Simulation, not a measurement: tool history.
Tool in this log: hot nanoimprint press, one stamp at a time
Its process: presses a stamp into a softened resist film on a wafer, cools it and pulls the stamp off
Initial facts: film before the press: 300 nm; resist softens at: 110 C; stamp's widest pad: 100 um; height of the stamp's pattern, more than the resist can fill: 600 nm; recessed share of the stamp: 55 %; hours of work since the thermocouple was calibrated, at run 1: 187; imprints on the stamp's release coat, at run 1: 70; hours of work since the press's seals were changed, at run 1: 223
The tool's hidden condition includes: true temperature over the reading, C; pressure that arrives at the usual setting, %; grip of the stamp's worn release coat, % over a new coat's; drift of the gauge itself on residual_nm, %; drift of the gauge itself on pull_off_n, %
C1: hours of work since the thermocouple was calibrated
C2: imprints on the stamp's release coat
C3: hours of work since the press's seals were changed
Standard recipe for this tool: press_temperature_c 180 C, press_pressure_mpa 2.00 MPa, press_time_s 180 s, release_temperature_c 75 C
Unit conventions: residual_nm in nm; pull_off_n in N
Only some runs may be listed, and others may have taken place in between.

Run 1, hour 0.0: usual settings; C1 187; C2 70; C3 223. Result: residual_nm 178.4 nm, pull_off_n 200 N.
Run 2, hour 7.0: usual settings but press_temperature_c 172 C; C1 191; C2 98; C3 228. Result: residual_nm 222.9 nm, pull_off_n 210 N.
Run 3, hour 19.9: usual settings but press_temperature_c 172 C; C1 199; C2 150; C3 235. Result: residual_nm 225.8 nm, pull_off_n 204 N.
Run 4, hour 31.5: usual settings but press_temperature_c 172 C; C1 206; C2 196; C3 242. Result: residual_nm 225.8 nm, pull_off_n 215 N.
Run 5, hour 36.9: usual settings but press_time_s 336 s; C1 209; C2 217; C3 245. Result: residual_nm 148.3 nm, pull_off_n 213 N.
Run 6, hour 45.9: usual settings but press_time_s 336 s; C1 214; C2 253; C3 251. Result: residual_nm 146.9 nm, pull_off_n 216 N.
Run 7, hour 51.9: usual settings but press_time_s 336 s; C1 218; C2 277; C3 254. Result: residual_nm 147.9 nm, pull_off_n 217 N.
Run 8, hour 64.3: usual settings but press_time_s 336 s; C1 225; C2 327; C3 261. Result: residual_nm 147.8 nm, pull_off_n 221 N.
Run 9, hour 76.9: usual settings but press_time_s 336 s; C1 233; C2 377; C3 269. Result: residual_nm 147.2 nm, pull_off_n 226 N.
Run 10, hour 87.6: usual settings; C1 239; C2 420; C3 275. Result: residual_nm 180.1 nm, pull_off_n 233 N.
Run 11, hour 96.2: usual settings; C1 244; C2 454; C3 280. Result: residual_nm 177.9 nm, pull_off_n 240 N.
Run 12, hour 106.8: usual settings; C1 250; C2 496; C3 287. Result: residual_nm 178.7 nm, pull_off_n 235 N.
At hour 110.4: plate thermocouple calibrated.
Run 13, hour 119.4: usual settings but release_temperature_c 66 C; C1 5; C2 535; C3 292. Result: residual_nm 181.9 nm, pull_off_n 269 N.
Run 14, hour 128.2: usual settings; C1 10; C2 570; C3 297. Result: residual_nm 183.3 nm, pull_off_n 247 N.
Run 15, hour 137.8: usual settings; C1 16; C2 608; C3 303. Result: residual_nm 182.0 nm, pull_off_n 247 N.
Run 16, hour 144.2: usual settings; C1 20; C2 634; C3 307. Result: residual_nm 183.2 nm, pull_off_n 257 N.
Run 17, hour 152.8: usual settings but press_temperature_c 190 C, press_pressure_mpa 2.37 MPa, press_time_s 169 s, release_temperature_c 68 C; C1 25; C2 668; C3 312. Result: residual_nm 127.0 nm, pull_off_n 268 N.
At hour 164.2: stamp cleaned and given a new release coat.
Run 18, hour 170.8: usual settings but press_temperature_c 190 C, press_pressure_mpa 2.37 MPa, press_time_s 169 s, release_temperature_c 68 C; C1 32; C2 26; C3 319. Result: residual_nm 124.9 nm, pull_off_n 216 N.
At hour 180.9: plate thermocouple calibrated, once more.
Run 19, hour 184.1: usual settings but press_temperature_c 190 C, press_pressure_mpa 2.37 MPa, press_time_s 146 s, release_temperature_c 65 C; C1 2; C2 67; C3 325. Result: residual_nm 128.7 nm, pull_off_n 223 N.
Run 20, hour 191.9: usual settings but press_temperature_c 190 C, press_pressure_mpa 2.37 MPa, press_time_s 146 s, release_temperature_c 65 C; C1 6; C2 98; C3 330. Result: residual_nm 128.2 nm, pull_off_n 229 N.
Run 21, hour 200.6: usual settings but press_temperature_c 183 C, press_pressure_mpa 1.58 MPa, press_time_s 344 s, release_temperature_c 83 C; C1 12; C2 133; C3 335. Result: residual_nm 145.4 nm, pull_off_n 182 N.
Run 22, hour 211.2: usual settings but press_temperature_c 183 C, press_pressure_mpa 1.58 MPa, press_time_s 344 s, release_temperature_c 79 C; C1 18; C2 175; C3 341. Result: residual_nm 144.1 nm, pull_off_n 188 N.
Run 23, hour 222.3: usual settings but press_temperature_c 183 C, press_pressure_mpa 1.74 MPa, press_time_s 136 s, release_temperature_c 79 C; C1 24; C2 220; C3 348. Result: residual_nm 187.0 nm, pull_off_n 202 N.
Run 24, hour 229.6: usual settings but press_temperature_c 183 C, press_pressure_mpa 2.50 MPa, press_time_s 136 s, release_temperature_c 79 C; C1 29; C2 248; C3 352. Result: residual_nm 159.3 nm, pull_off_n 202 N.
Run 25, hour 240.8: usual settings but press_temperature_c 183 C, press_pressure_mpa 2.50 MPa, press_time_s 136 s, release_temperature_c 79 C; C1 35; C2 293; C3 359. Result: residual_nm 160.5 nm, pull_off_n 211 N.
Run 26, hour 251.1: usual settings but press_temperature_c 183 C, press_pressure_mpa 2.50 MPa, press_time_s 242 s, release_temperature_c 80 C; C1 42; C2 334; C3 365. Result: residual_nm 131.6 nm, pull_off_n 206 N.
Run 27, hour 264.0: usual settings but press_temperature_c 172 C, press_pressure_mpa 2.31 MPa; C1 49; C2 386; C3 372. Result: residual_nm 214.0 nm, pull_off_n 227 N.
Run 28, hour 271.4: usual settings but press_temperature_c 172 C, press_pressure_mpa 2.31 MPa; C1 53; C2 415; C3 377. Result: residual_nm 211.2 nm, pull_off_n 225 N.
Run 29, hour 283.5: usual settings but press_temperature_c 192 C, press_pressure_mpa 2.37 MPa, press_time_s 139 s, release_temperature_c 60 C; C1 61; C2 463; C3 384. Result: residual_nm 122.7 nm, pull_off_n 282 N.
Run 30, hour 295.4: usual settings but press_temperature_c 192 C, press_pressure_mpa 2.37 MPa, press_time_s 139 s, release_temperature_c 60 C; C1 68; C2 511; C3 391. Result: residual_nm 122.3 nm, pull_off_n 275 N.
Run 31, hour 305.0: usual settings but press_temperature_c 192 C, press_pressure_mpa 2.37 MPa, press_time_s 139 s, release_temperature_c 60 C; C1 73; C2 550; C3 397. Result: residual_nm 123.3 nm, pull_off_n 287 N.

3 options for the next run, each taken on its own from the tool as it stands now. Forecast them:
Run A, hour 318.0: usual settings but press_temperature_c 171 C, press_pressure_mpa 2.37 MPa, press_time_s 139 s, release_temperature_c 60 C; C1 81; C2 601; C3 404. Result: residual_nm ?, pull_off_n ?.
Run B, hour 318.0: usual settings but press_pressure_mpa 1.62 MPa, press_time_s 234 s, release_temperature_c 66 C; C1 81; C2 601; C3 404. Result: residual_nm ?, pull_off_n ?.
Run C, hour 318.0: usual settings but press_temperature_c 183 C, press_pressure_mpa 2.37 MPa, press_time_s 110 s, release_temperature_c 64 C; C1 81; C2 601; C3 404. Result: residual_nm ?, pull_off_n ?.

run  residual_nm  pull_off_n
  A        229.9         303
  B        181.3         277
  C        175.9         293
The same runs, with their run-to-run variation unchanged, on a tool lacking any hidden condition would have given:
run  residual_nm  pull_off_n
  A        226.8         244
  B        178.5         223
  C        172.8         236

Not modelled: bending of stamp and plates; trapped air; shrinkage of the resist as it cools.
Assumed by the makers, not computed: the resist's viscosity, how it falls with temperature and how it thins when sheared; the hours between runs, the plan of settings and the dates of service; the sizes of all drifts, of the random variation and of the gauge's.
